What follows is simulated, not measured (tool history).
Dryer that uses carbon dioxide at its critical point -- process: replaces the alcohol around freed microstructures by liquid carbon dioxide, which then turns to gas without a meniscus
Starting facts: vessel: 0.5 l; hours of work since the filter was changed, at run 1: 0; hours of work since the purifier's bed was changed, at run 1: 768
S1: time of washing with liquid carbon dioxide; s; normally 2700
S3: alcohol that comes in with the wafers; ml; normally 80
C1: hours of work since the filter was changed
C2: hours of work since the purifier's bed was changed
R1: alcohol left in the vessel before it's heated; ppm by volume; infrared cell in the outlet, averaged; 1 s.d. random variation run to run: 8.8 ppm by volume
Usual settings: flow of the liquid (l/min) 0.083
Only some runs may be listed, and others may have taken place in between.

Run 1, hour 0: usual settings; C1 0; C2 768. Result: R1 732 ppm by volume.
Run 2, hour 38.2: usual settings; C1 20; C2 788. Result: R1 742 ppm by volume.
Run 3, hour 62.5: usual settings; C1 32; C2 801. Result: R1 767 ppm by volume.
Run 4, hour 84.1: usual settings; C1 43; C2 812. Result: R1 805 ppm by volume.
Run 5, hour 118.9: usual settings; C1 61; C2 830. Result: R1 806 ppm by volume.
Run 6, hour 137.7: usual settings; C1 71; C2 839. Result: R1 815 ppm by volume.
Run 7, hour 174.2: usual settings; C1 89; C2 858. Result: R1 824 ppm by volume.
At hour 205.8: purifier's bed changed.
Run 8, hour 210.3: usual settings but S1 3420 s; C1 106; C2 2. Result: R1 142 ppm by volume.
Run 9, hour 247.6: usual settings but S1 3420 s; C1 126; C2 21. Result: R1 141 ppm by volume.
Run 10, hour 274.3: usual settings but S1 3420 s; C1 139; C2 35. Result: R1 145 ppm by volume.
Run 11, hour 298.3: usual settings but S1 3420 s; C1 152; C2 47. Result: R1 153 ppm by volume.
Run 12, hour 325.3: usual settings but S1 3420 s; C1 166; C2 61. Result: R1 161 ppm by volume.
Run 13, hour 356.6: usual settings but flow of the liquid (l/min) 0.0813; C1 182; C2 77. Result: R1 699 ppm by volume.
Run 14, hour 390.7: usual settings but flow of the liquid (l/min) 0.0813; C1 199; C2 95. Result: R1 716 ppm by volume.
Run 15, hour 422.8: usual settings; C1 216; C2 111. Result: R1 657 ppm by volume.
Run 16, hour 450.3: usual settings; C1 230; C2 126. Result: R1 677 ppm by volume.
Run 17, hour 488.5: usual settings but S1 3600 s, flow of the liquid (l/min) 0.0953, S3 118 ml; C1 249; C2 145. Result: R1 110 ppm by volume.
Run 18, hour 515.6: usual settings but S1 1980 s; C1 263; C2 159. Result: R1 2856 ppm by volume.
Run 19, hour 538.6: usual settings but flow of the liquid (l/min) 0.1403; C1 275; C2 171. Result: R1 77 ppm by volume.
Run 20, hour 577.8: usual settings but flow of the liquid (l/min) 0.0569; C1 295; C2 191. Result: R1 3837 ppm by volume.
Run 21, hour 614.3: usual settings but flow of the liquid (l/min) 0.0569, S3 27 ml; C1 314; C2 210. Result: R1 1414 ppm by volume.
Run 22, hour 638.9: usual settings but S1 2580 s, flow of the liquid (l/min) 0.0788, S3 79 ml; C1 327; C2 222. Result: R1 1224 ppm by volume.
Run 23, hour 675.9: usual settings but S1 2760 s, flow of the liquid (l/min) 0.0788, S3 79 ml; C1 346; C2 241. Result: R1 904 ppm by volume.
Run 24, hour 711.8: usual settings but S1 2760 s, flow of the liquid (l/min) 0.0788, S3 79 ml; C1 364; C2 260. Result: R1 910 ppm by volume.
Run 25, hour 745: usual settings but S1 4020 s, flow of the liquid (l/min) 0.1078, S3 30 ml; C1 381; C2 277. Result: R1 98 ppm by volume.
Run 26, hour 771.1: usual settings but S1 3300 s, flow of the liquid (l/min) 0.0517, S3 21 ml; C1 395; C2 290. Result: R1 782 ppm by volume.
Run 27, hour 809.6: usual settings but S1 2160 s, flow of the liquid (l/min) 0.0756, S3 75 ml; C1 414; C2 310. Result: R1 3122 ppm by volume.
Run 28, hour 834.5: usual settings but S1 3180 s, flow of the liquid (l/min) 0.1327, S3 25 ml; C1 427; C2 323. Result: R1 114 ppm by volume.
Run 29, hour 874.9: usual settings but S1 2100 s, flow of the liquid (l/min) 0.0678, S3 51 ml; C1 448; C2 344. Result: R1 3532 ppm by volume.
Run 30, hour 895.2: usual settings but flow of the liquid (l/min) 0.0663; C1 458; C2 354. Result: R1 2438 ppm by volume.
Run 31, hour 929.1: usual settings but S1 3960 s, flow of the liquid (l/min) 0.0808, S3 55 ml; C1 476; C2 372. Result: R1 177 ppm by volume.
Run 32, hour 951: usual settings but S1 3960 s, flow of the liquid (l/min) 0.0808, S3 55 ml; C1 487; C2 383. Result: R1 181 ppm by volume.

5 options for the next run, each taken on its own from the tool as it stands now. Forecast them:
Run A, hour 969: usual settings but flow of the liquid (l/min) 0.0797, S3 69 ml; C1 496; C2 392. Result: R1 ?.
Run B, hour 969: usual settings but S3 102 ml; C1 496; C2 392. Result: R1 ?.
Run C, hour 969: usual settings but S1 2940 s, flow of the liquid (l/min) 0.065, S3 84 ml; C1 496; C2 392. Result: R1 ?.
Run D, hour 969: usual settings but S1 3960 s, flow of the liquid (l/min) 0.0844, S3 45 ml; C1 496; C2 392. Result: R1 ?.
Run E, hour 969: usual settings but flow of the liquid (l/min) 0.0899, S3 29 ml; C1 496; C2 392. Result: R1 ?.

run    R1
  A   999
  B  1150
  C  1990
  D   175
  E   323
With no hidden state in the tool, these same runs would have given:
run    R1
  A   528
  B   605
  C  1191
  D    28
  E   117

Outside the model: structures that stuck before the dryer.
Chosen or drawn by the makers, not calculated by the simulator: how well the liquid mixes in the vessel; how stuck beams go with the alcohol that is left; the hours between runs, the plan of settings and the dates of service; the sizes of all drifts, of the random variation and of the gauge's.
